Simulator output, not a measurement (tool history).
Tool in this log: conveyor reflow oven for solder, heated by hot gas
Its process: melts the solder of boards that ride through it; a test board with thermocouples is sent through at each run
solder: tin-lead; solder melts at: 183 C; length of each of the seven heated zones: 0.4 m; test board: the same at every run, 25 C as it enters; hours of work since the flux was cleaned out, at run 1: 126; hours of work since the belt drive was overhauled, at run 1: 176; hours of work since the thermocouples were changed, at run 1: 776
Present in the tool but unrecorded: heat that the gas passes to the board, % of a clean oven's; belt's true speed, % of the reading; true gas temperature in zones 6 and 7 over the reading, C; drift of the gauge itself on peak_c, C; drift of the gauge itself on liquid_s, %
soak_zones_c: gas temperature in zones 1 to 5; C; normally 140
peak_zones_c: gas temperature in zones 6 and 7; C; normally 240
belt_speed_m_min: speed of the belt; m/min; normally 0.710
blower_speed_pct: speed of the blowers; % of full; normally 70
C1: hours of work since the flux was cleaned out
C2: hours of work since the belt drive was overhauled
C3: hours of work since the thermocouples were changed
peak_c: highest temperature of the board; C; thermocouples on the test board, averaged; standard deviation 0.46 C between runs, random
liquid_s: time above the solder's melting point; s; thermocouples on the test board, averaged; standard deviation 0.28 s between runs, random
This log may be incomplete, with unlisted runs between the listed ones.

{"run": 1, "hour": 0.0, "soak_zones_c": 140, "peak_zones_c": 240, "belt_speed_m_min": 0.71, "blower_speed_pct": 70, "C1": 126, "C2": 176, "C3": 776, "peak_c": 220.0, "liquid_s": 52.6}
{"run": 2, "hour": 12.1, "soak_zones_c": 140, "peak_zones_c": 240, "belt_speed_m_min": 0.71, "blower_speed_pct": 61, "C1": 135, "C2": 184, "C3": 784, "peak_c": 216.8, "liquid_s": 50.7}
{"run": 3, "hour": 18.5, "soak_zones_c": 140, "peak_zones_c": 240, "belt_speed_m_min": 0.71, "blower_speed_pct": 61, "C1": 139, "C2": 189, "C3": 788, "peak_c": 217.4, "liquid_s": 50.6}
{"run": 4, "hour": 28.5, "soak_zones_c": 140, "peak_zones_c": 240, "belt_speed_m_min": 0.71, "blower_speed_pct": 61, "C1": 146, "C2": 195, "C3": 795, "peak_c": 217.6, "liquid_s": 50.3}
{"run": 5, "hour": 36.9, "soak_zones_c": 140, "peak_zones_c": 240, "belt_speed_m_min": 0.71, "blower_speed_pct": 59, "C1": 152, "C2": 201, "C3": 801, "peak_c": 216.6, "liquid_s": 49.9}
{"run": 6, "hour": 49.9, "soak_zones_c": 140, "peak_zones_c": 240, "belt_speed_m_min": 0.71, "blower_speed_pct": 59, "C1": 161, "C2": 210, "C3": 810, "peak_c": 217.1, "liquid_s": 49.5}
{"run": 7, "hour": 60.5, "soak_zones_c": 140, "peak_zones_c": 240, "belt_speed_m_min": 0.71, "blower_speed_pct": 59, "C1": 168, "C2": 217, "C3": 817, "peak_c": 216.3, "liquid_s": 49.8}
{"run": 8, "hour": 72.2, "soak_zones_c": 140, "peak_zones_c": 240, "belt_speed_m_min": 0.71, "blower_speed_pct": 59, "C1": 176, "C2": 225, "C3": 825, "peak_c": 216.2, "liquid_s": 49.6}
{"hour": 76.8, "done": "belt drive overhauled, speed set with a stopwatch"}
{"run": 9, "hour": 87.6, "soak_zones_c": 140, "peak_zones_c": 240, "belt_speed_m_min": 0.71, "blower_speed_pct": 59, "C1": 184, "C2": 7, "C3": 833, "peak_c": 216.2, "liquid_s": 49.9}
{"run": 10, "hour": 98.0, "soak_zones_c": 140, "peak_zones_c": 240, "belt_speed_m_min": 0.71, "blower_speed_pct": 59, "C1": 191, "C2": 14, "C3": 840, "peak_c": 216.0, "liquid_s": 50.0}
{"run": 11, "hour": 104.9, "soak_zones_c": 140, "peak_zones_c": 240, "belt_speed_m_min": 0.71, "blower_speed_pct": 59, "C1": 195, "C2": 19, "C3": 845, "peak_c": 215.5, "liquid_s": 50.0}
{"run": 12, "hour": 110.9, "soak_zones_c": 140, "peak_zones_c": 240, "belt_speed_m_min": 0.71, "blower_speed_pct": 59, "C1": 199, "C2": 23, "C3": 849, "peak_c": 216.1, "liquid_s": 49.9}
{"run": 13, "hour": 124.7, "soak_zones_c": 131, "peak_zones_c": 240, "belt_speed_m_min": 0.71, "blower_speed_pct": 66, "C1": 209, "C2": 33, "C3": 858, "peak_c": 217.0, "liquid_s": 47.2}
{"run": 14, "hour": 133.7, "soak_zones_c": 131, "peak_zones_c": 240, "belt_speed_m_min": 0.71, "blower_speed_pct": 66, "C1": 215, "C2": 39, "C3": 864, "peak_c": 216.6, "liquid_s": 47.7}
{"hour": 144.0, "done": "belt drive overhauled, speed set with a stopwatch, once more"}
{"run": 15, "hour": 150.3, "soak_zones_c": 131, "peak_zones_c": 240, "belt_speed_m_min": 0.71, "blower_speed_pct": 66, "C1": 224, "C2": 4, "C3": 873, "peak_c": 215.7, "liquid_s": 47.1}
{"run": 16, "hour": 159.5, "soak_zones_c": 127, "peak_zones_c": 236, "belt_speed_m_min": 0.674, "blower_speed_pct": 62, "C1": 230, "C2": 11, "C3": 879, "peak_c": 213.3, "liquid_s": 45.7}
{"run": 17, "hour": 170.9, "soak_zones_c": 127, "peak_zones_c": 236, "belt_speed_m_min": 0.674, "blower_speed_pct": 62, "C1": 238, "C2": 18, "C3": 887, "peak_c": 212.7, "liquid_s": 46.0}
{"run": 18, "hour": 183.4, "soak_zones_c": 127, "peak_zones_c": 236, "belt_speed_m_min": 0.674, "blower_speed_pct": 62, "C1": 246, "C2": 27, "C3": 896, "peak_c": 212.5, "liquid_s": 45.8}
{"run": 19, "hour": 195.9, "soak_zones_c": 152, "peak_zones_c": 241, "belt_speed_m_min": 0.71, "blower_speed_pct": 70, "C1": 255, "C2": 35, "C3": 904, "peak_c": 223.0, "liquid_s": 57.9}
{"run": 20, "hour": 205.2, "soak_zones_c": 140, "peak_zones_c": 229, "belt_speed_m_min": 0.631, "blower_speed_pct": 88, "C1": 261, "C2": 42, "C3": 910, "peak_c": 216.2, "liquid_s": 57.7}
{"run": 21, "hour": 212.4, "soak_zones_c": 140, "peak_zones_c": 229, "belt_speed_m_min": 0.631, "blower_speed_pct": 88, "C1": 266, "C2": 47, "C3": 915, "peak_c": 214.8, "liquid_s": 57.9}

5 ways to go on from here, each from the tool as it stands after run 21. What would each give?
{"run": "A", "hour": 225.4, "soak_zones_c": 140, "peak_zones_c": 229, "belt_speed_m_min": 0.631, "blower_speed_pct": 61, "C1": 275, "C2": 56, "C3": 924, "peak_c": "?", "liquid_s": "?"}
{"run": "B", "hour": 225.4, "soak_zones_c": 140, "peak_zones_c": 235, "belt_speed_m_min": 0.812, "blower_speed_pct": 70, "C1": 275, "C2": 56, "C3": 924, "peak_c": "?", "liquid_s": "?"}
{"run": "C", "hour": 225.4, "soak_zones_c": 140, "peak_zones_c": 237, "belt_speed_m_min": 0.631, "blower_speed_pct": 88, "C1": 275, "C2": 56, "C3": 924, "peak_c": "?", "liquid_s": "?"}
{"run": "D", "hour": 225.4, "soak_zones_c": 140, "peak_zones_c": 229, "belt_speed_m_min": 0.716, "blower_speed_pct": 88, "C1": 275, "C2": 56, "C3": 924, "peak_c": "?", "liquid_s": "?"}
{"run": "E", "hour": 225.4, "soak_zones_c": 149, "peak_zones_c": 240, "belt_speed_m_min": 0.71, "blower_speed_pct": 70, "C1": 275, "C2": 56, "C3": 924, "peak_c": "?", "liquid_s": "?"}

run=A peak_c=211.0 liquid_s=52.6
run=B peak_c=210.3 liquid_s=38.9
run=C peak_c=222.3 liquid_s=62.3
run=D peak_c=213.6 liquid_s=48.0
run=E peak_c=220.6 liquid_s=56.0
Had the tool no hidden state, the same runs would have come out as:
run=A peak_c=214.1 liquid_s=55.6
run=B peak_c=213.8 liquid_s=41.7
run=C peak_c=225.6 liquid_s=64.4
run=D peak_c=217.0 liquid_s=50.7
run=E peak_c=223.9 liquid_s=58.1
